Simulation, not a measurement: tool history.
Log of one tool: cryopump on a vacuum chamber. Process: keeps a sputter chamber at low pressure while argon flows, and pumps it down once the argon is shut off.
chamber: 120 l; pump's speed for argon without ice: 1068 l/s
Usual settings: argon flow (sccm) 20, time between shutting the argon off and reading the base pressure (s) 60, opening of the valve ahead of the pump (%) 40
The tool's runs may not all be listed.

run	hour	argon flow (sccm)	time between shutting the argon off and reading the base pressure (s)	opening of the valve ahead of the pump (%)	pressure while argon flows (Pa)	pressure after the wait (uPa)
1	0.0	20	60	40	0.0936	2.15
2	43.9	20	60	40	0.0947	2.21
3	71.8	20	60	40	0.0950	2.24
4	108.8	20	121	40	0.0960	1.77
5	143.2	20	116	40	0.0981	1.89
6	166.6	20	116	40	0.0985	1.93
# hour 174.8: pump warmed up, emptied and cooled again
7	211.4	20	116	40	0.0804	1.42
8	234.8	20	31	40	0.0800	2.86
9	253.9	33	60	40	0.1335	1.97
10	278.0	33	60	40	0.1336	1.96
11	307.8	33	60	40	0.1350	1.91
12	337.8	31	60	40	0.1261	2.00
13	358.8	27	60	40	0.1104	2.05
14	386.3	20	60	40	0.0820	2.13
15	405.6	20	60	40	0.0831	2.10
16	429.0	20	60	40	0.0825	2.02
17	464.0	11	134	40	0.0452	1.54
18	490.2	20	37	40	0.0840	2.76
19	514.9	20	60	25	0.1307	2.20
20	544.6	20	202	40	0.0856	1.49
21	573.7	11	257	16	0.1117	1.51
22	595.8	13	97	40	0.0553	1.88
23	631.4	20	60	21	0.1565	2.27
24	670.5	20	60	21	0.1575	2.29
25	700.3	36	121	40	0.1563	1.82
26	726.5	14	38	17	0.1365	3.02
27	758.4	14	38	17	0.1369	2.98
28	792.3	20	60	49	0.0746	2.36

5 ways to go on from here, each from the tool as it stands after run 28. What would each give?
A	836.4	15	299	32	?	?
B	836.4	20	191	24	?	?
C	836.4	32	60	17	?	?
D	836.4	31	185	23	?	?
E	836.4	20	60	45	?	?

run	pressure while argon flows (Pa)	pressure after the wait (uPa)
A	0.0815	1.69
B	0.1422	1.89
C	0.3142	2.52
D	0.2303	1.86
E	0.0806	2.52
Without the tool's hidden state the same runs would have given:
run	pressure while argon flows (Pa)	pressure after the wait (uPa)
A	0.0737	0.45
B	0.1317	0.63
C	0.2974	1.26
D	0.2140	0.60
E	0.0701	1.27
